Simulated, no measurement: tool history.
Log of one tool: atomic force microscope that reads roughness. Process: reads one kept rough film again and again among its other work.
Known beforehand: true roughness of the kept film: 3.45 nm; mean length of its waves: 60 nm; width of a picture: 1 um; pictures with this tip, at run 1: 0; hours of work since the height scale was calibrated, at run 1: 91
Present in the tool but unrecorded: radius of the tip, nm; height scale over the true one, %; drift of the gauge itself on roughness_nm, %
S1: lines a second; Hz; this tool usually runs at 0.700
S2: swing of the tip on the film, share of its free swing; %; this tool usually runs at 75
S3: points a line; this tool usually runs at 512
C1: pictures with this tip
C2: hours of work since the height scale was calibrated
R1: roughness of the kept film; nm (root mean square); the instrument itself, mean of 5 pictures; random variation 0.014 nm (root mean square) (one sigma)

{"run": 1, "day": 0.0, "S1": 0.7, "S2": 75, "S3": 512, "C1": 0, "C2": 91, "R1": 3.289}
{"run": 2, "day": 0.325, "S1": 0.7, "S2": 75, "S3": 512, "C1": 7, "C2": 96, "R1": 3.289}
{"run": 3, "day": 0.858, "S1": 0.7, "S2": 75, "S3": 383, "C1": 19, "C2": 102, "R1": 3.244}
{"run": 4, "day": 1.425, "S1": 0.603, "S2": 75, "S3": 383, "C1": 32, "C2": 110, "R1": 3.248}
{"run": 5, "day": 1.921, "S1": 0.7, "S2": 75, "S3": 512, "C1": 43, "C2": 116, "R1": 3.215}
{"run": 6, "day": 2.246, "S1": 0.7, "S2": 75, "S3": 512, "C1": 51, "C2": 120, "R1": 3.202}
{"run": 7, "day": 2.738, "S1": 0.7, "S2": 75, "S3": 512, "C1": 62, "C2": 127, "R1": 3.144}
{"run": 8, "day": 3.45, "S1": 3.529, "S2": 75, "S3": 512, "C1": 78, "C2": 136, "R1": 2.832}
{"day": 4.062, "done": "new tip fitted"}
{"run": 9, "day": 4.192, "S1": 0.991, "S2": 75, "S3": 512, "C1": 3, "C2": 145, "R1": 3.249}
{"run": 10, "day": 4.846, "S1": 0.608, "S2": 71, "S3": 713, "C1": 18, "C2": 153, "R1": 3.265}
{"run": 11, "day": 5.504, "S1": 1.693, "S2": 71, "S3": 625, "C1": 33, "C2": 162, "R1": 3.144}
{"run": 12, "day": 5.975, "S1": 1.693, "S2": 71, "S3": 625, "C1": 43, "C2": 168, "R1": 3.109}
{"run": 13, "day": 6.571, "S1": 1.693, "S2": 71, "S3": 625, "C1": 57, "C2": 175, "R1": 3.069}
{"run": 14, "day": 6.892, "S1": 1.006, "S2": 75, "S3": 617, "C1": 64, "C2": 179, "R1": 3.104}
{"run": 15, "day": 7.246, "S1": 2.715, "S2": 71, "S3": 512, "C1": 72, "C2": 184, "R1": 2.977}
{"run": 16, "day": 7.771, "S1": 0.6, "S2": 86, "S3": 512, "C1": 84, "C2": 191, "R1": 3.074}
{"day": 8.1, "done": "new tip fitted"}
{"run": 17, "day": 8.458, "S1": 0.6, "S2": 79, "S3": 331, "C1": 8, "C2": 199, "R1": 3.253}

Predict each of these 4 candidate next runs independently; none follows another, all start after run 17:
{"run": "A", "day": 8.921, "S1": 3.671, "S2": 75, "S3": 293, "C1": 19, "C2": 205, "R1": "?"}
{"run": "B", "day": 8.921, "S1": 0.775, "S2": 79, "S3": 331, "C1": 19, "C2": 205, "R1": "?"}
{"run": "C", "day": 8.921, "S1": 0.759, "S2": 79, "S3": 331, "C1": 19, "C2": 205, "R1": "?"}
{"run": "D", "day": 8.921, "S1": 0.835, "S2": 80, "S3": 1016, "C1": 19, "C2": 205, "R1": "?"}

run=A R1=2.927
run=B R1=3.187
run=C R1=3.186
run=D R1=3.195
Without the tool's hidden state the same runs would have given:
run=A R1=2.972
run=B R1=3.236
run=C R1=3.236
run=D R1=3.245
